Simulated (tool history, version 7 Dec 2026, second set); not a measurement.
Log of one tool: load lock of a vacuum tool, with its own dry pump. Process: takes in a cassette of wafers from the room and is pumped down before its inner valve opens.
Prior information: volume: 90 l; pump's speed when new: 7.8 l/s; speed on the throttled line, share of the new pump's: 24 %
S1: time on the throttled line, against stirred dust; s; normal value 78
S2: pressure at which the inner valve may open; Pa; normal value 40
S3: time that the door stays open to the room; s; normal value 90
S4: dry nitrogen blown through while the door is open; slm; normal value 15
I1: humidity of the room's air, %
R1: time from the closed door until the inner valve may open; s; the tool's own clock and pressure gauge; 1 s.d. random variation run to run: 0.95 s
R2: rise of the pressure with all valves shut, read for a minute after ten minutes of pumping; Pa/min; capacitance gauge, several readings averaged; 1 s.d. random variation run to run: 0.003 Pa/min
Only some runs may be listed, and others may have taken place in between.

| run | day | S1 | S2 | S3 | S4 | I1 | R1 | R2 |
|---|---|---|---|---|---|---|---|---|
| 1 | 0 | 78 | 40 | 90 | 15 | 43.6 | 153.1 | 0.481 |
| 2 | 3.671 | 78 | 40 | 90 | 15 | 45 | 151.5 | 0.488 |
| 3 | 8.104 | 78 | 78 | 90 | 15 | 45.2 | 144.8 | 0.508 |
| 4 | 11.646 | 78 | 33 | 90 | 15 | 45.3 | 155.6 | 0.507 |
| 5 | 13.933 | 78 | 33 | 90 | 15 | 45.8 | 155.3 | 0.517 |
| 6 | 16.933 | 78 | 33 | 90 | 15 | 45.6 | 156.6 | 0.528 |
| 7 | 19.683 | 78 | 33 | 90 | 15 | 45 | 156.3 | 0.529 |
| 8 | 22.879 | 78 | 33 | 90 | 15 | 44.8 | 155.1 | 0.523 |
| 9 | 27.217 | 78 | 40 | 32 | 15 | 47.5 | 154.3 | 0.535 |
| 10 | 31.654 | 52 | 40 | 90 | 15 | 43.1 | 134.6 | 0.551 |
| 11 | 34.058 | 52 | 40 | 90 | 15 | 49.8 | 134.7 | 0.555 |
| 12 | 38.542 | 52 | 70 | 90 | 15 | 46.3 | 126.5 | 0.571 |
| 13 | 41.25 | 52 | 70 | 90 | 15 | 45.8 | 127.7 | 0.58 |
| 14 | 44.238 | 78 | 40 | 34 | 15 | 43.7 | 152.9 | 0.569 |
| 15 | 48.371 | 78 | 40 | 34 | 15 | 46.5 | 154.8 | 0.587 |
| 16 | 52.967 | 89 | 40 | 34 | 15 | 42.4 | 164.3 | 0.575 |
| 17 | 56.908 | 89 | 40 | 34 | 39 | 39.2 | 163.3 | 0.592 |
| 18 | 59.983 | 78 | 40 | 35 | 15 | 45.8 | 154.3 | 0.607 |
| 19 | 63.579 | 78 | 40 | 35 | 15 | 44 | 154.6 | 0.618 |
| 20 | 67.192 | 123 | 78 | 224 | 9 | 44.8 | 179.8 | 0.659 |

Predict the results of run 21:
|  | 68.233 | door's seal changed, seat wiped |
| 21 | 70.708 | 78 | 70 | 52 | 44 | 45.3 | ? | ? |

R1: 148.4 s
R2: 0.013 Pa/min
Take away the tool's hidden state, keep the run-to-run variation as it was, and the same run would have given R1 145 s, R2 0.011 Pa/min.
